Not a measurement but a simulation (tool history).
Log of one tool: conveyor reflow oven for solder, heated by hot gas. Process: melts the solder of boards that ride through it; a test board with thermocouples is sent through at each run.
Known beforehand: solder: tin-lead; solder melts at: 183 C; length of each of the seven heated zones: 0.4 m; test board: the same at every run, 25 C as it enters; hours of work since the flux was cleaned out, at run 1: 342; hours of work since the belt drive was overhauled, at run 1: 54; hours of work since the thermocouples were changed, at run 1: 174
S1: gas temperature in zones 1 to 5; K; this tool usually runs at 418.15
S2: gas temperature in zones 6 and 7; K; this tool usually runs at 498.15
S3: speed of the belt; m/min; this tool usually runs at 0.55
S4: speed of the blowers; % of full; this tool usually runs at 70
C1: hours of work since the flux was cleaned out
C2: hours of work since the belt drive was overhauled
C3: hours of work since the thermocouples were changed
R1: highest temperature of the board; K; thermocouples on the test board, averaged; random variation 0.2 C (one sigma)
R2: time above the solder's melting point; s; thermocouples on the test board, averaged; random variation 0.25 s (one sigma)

{"run": 1, "day": 0.0, "S1": 418.15, "S2": 498.15, "S3": 0.55, "S4": 70, "C1": 342, "C2": 54, "C3": 174, "R1": 484.45, "R2": 63.5}
{"run": 2, "day": 1.775, "S1": 418.15, "S2": 498.15, "S3": 0.55, "S4": 70, "C1": 361, "C2": 72, "C3": 193, "R1": 484.55, "R2": 63.1}
{"run": 3, "day": 3.596, "S1": 418.15, "S2": 513.15, "S3": 0.55, "S4": 70, "C1": 380, "C2": 91, "C3": 212, "R1": 497.25, "R2": 73.6}
{"run": 4, "day": 5.408, "S1": 418.15, "S2": 513.15, "S3": 0.55, "S4": 70, "C1": 399, "C2": 110, "C3": 231, "R1": 497.35, "R2": 73.9}
{"day": 5.783, "done": "belt drive overhauled, speed set with a stopwatch"}
{"day": 6.179, "done": "flux residue cleaned out of gas plates and filters"}
{"run": 5, "day": 8.096, "S1": 418.15, "S2": 498.15, "S3": 0.55, "S4": 70, "C1": 20, "C2": 22, "C3": 255, "R1": 486.85, "R2": 66.2}
{"run": 6, "day": 10.65, "S1": 418.15, "S2": 498.15, "S3": 0.514, "S4": 66, "C1": 47, "C2": 49, "C3": 282, "R1": 487.65, "R2": 72.4}
{"run": 7, "day": 12.167, "S1": 418.15, "S2": 487.15, "S3": 0.631, "S4": 64, "C1": 63, "C2": 65, "C3": 297, "R1": 472.95, "R2": 41.1}
{"run": 8, "day": 14.788, "S1": 429.15, "S2": 502.15, "S3": 0.606, "S4": 52, "C1": 90, "C2": 92, "C3": 325, "R1": 486.05, "R2": 63.4}
{"run": 9, "day": 16.967, "S1": 410.15, "S2": 490.15, "S3": 0.606, "S4": 78, "C1": 113, "C2": 115, "C3": 348, "R1": 476.45, "R2": 46.6}

Expected results for the next run?
{"run": 10, "day": 18.854, "S1": 418.15, "S2": 497.15, "S3": 0.55, "S4": 70, "C1": 133, "C2": 135, "C3": 367, "R1": "?", "R2": "?"}

{"run 10": {"R1": 485.35, "R2": 64.9}}
Minus the tool's unlogged condition, the same run would have read R1 485.25 K, R2 64.6 s.
